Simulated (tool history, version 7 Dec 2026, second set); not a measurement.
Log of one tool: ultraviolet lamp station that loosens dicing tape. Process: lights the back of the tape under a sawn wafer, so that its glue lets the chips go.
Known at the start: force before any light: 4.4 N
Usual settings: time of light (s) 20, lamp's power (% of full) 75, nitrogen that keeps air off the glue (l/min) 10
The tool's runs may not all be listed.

| run | hour | time of light (s) | lamp's power (% of full) | nitrogen that keeps air off the glue (l/min) | force that peels the tape off (N) | light that reached the tape (mJ/cm²) |
|---|---|---|---|---|---|---|
| 1 | 0 | 20 | 75 | 10 | 0.377 | 172 |
| 2 | 5.1 | 20 | 75 | 10 | 0.374 | 172 |
| 3 | 16.6 | 20 | 75 | 10 | 0.378 | 174 |
| 4 | 23.4 | 20 | 75 | 10 | 0.383 | 172 |
| 5 | 31.1 | 20 | 75 | 12 | 0.348 | 169 |
| 6 | 40.3 | 20 | 75 | 12 | 0.359 | 173 |
| 7 | 51.2 | 20 | 78 | 12 | 0.337 | 172 |
| 8 | 56.9 | 20 | 78 | 12 | 0.335 | 173 |
| 9 | 66 | 20 | 78 | 12 | 0.344 | 174 |
| 10 | 72.3 | 20 | 78 | 12 | 0.343 | 174 |
| 11 | 83.2 | 20 | 78 | 12 | 0.356 | 171 |
| 12 | 94.4 | 20 | 78 | 12 | 0.358 | 168 |
| 13 | 100.6 | 20 | 75 | 10 | 0.411 | 164 |
| 14 | 107.6 | 20 | 75 | 10 | 0.442 | 162 |
| 15 | 115.4 | 19 | 64 | 11 | 0.56 | 131 |
| 16 | 121.4 | 19 | 64 | 11 | 0.547 | 131 |
| 17 | 131.9 | 15 | 68 | 12 | 0.719 | 112 |
| 18 | 137.2 | 15 | 68 | 12 | 0.731 | 106 |
| 19 | 148.2 | 11 | 63 | 12 | 1.236 | 72 |
| 20 | 156.2 | 14 | 65 | 5 | 1.348 | 96 |
| 21 | 162.7 | 33 | 99 | 10 | 0.203 | 343 |
| 22 | 172.6 | 33 | 99 | 10 | 0.196 | 342 |
| 23 | 181.6 | 33 | 99 | 10 | 0.196 | 338 |
| 24 | 190.5 | 20 | 86 | 6 | 0.5 | 180 |
| 25 | 202.5 | 28 | 70 | 9 | 0.302 | 204 |
| 26 | 209.1 | 16 | 64 | 9 | 0.903 | 99 |
| 27 | 218 | 16 | 64 | 9 | 0.886 | 100 |
| 28 | 229.3 | 20 | 75 | 4 | 0.808 | 149 |

4 ways to go on from here, each from the tool as it stands after run 28. What would each give?
| A | 236.2 | 20 | 75 | 17 | ? | ? |
| B | 236.2 | 30 | 99 | 5 | ? | ? |
| C | 236.2 | 20 | 91 | 10 | ? | ? |
| D | 236.2 | 19 | 75 | 10 | ? | ? |

| run | force that peels the tape off (N) | light that reached the tape (mJ/cm²) |
|---|---|---|
| A | 0.358 | 154 |
| B | 0.258 | 296 |
| C | 0.349 | 182 |
| D | 0.526 | 143 |
Without the tool's hidden state the same runs would have given:
| run | force that peels the tape off (N) | light that reached the tape (mJ/cm²) |
|---|---|---|
| A | 0.256 | 195 |
| B | 0.21 | 377 |
| C | 0.251 | 232 |
| D | 0.357 | 182 |
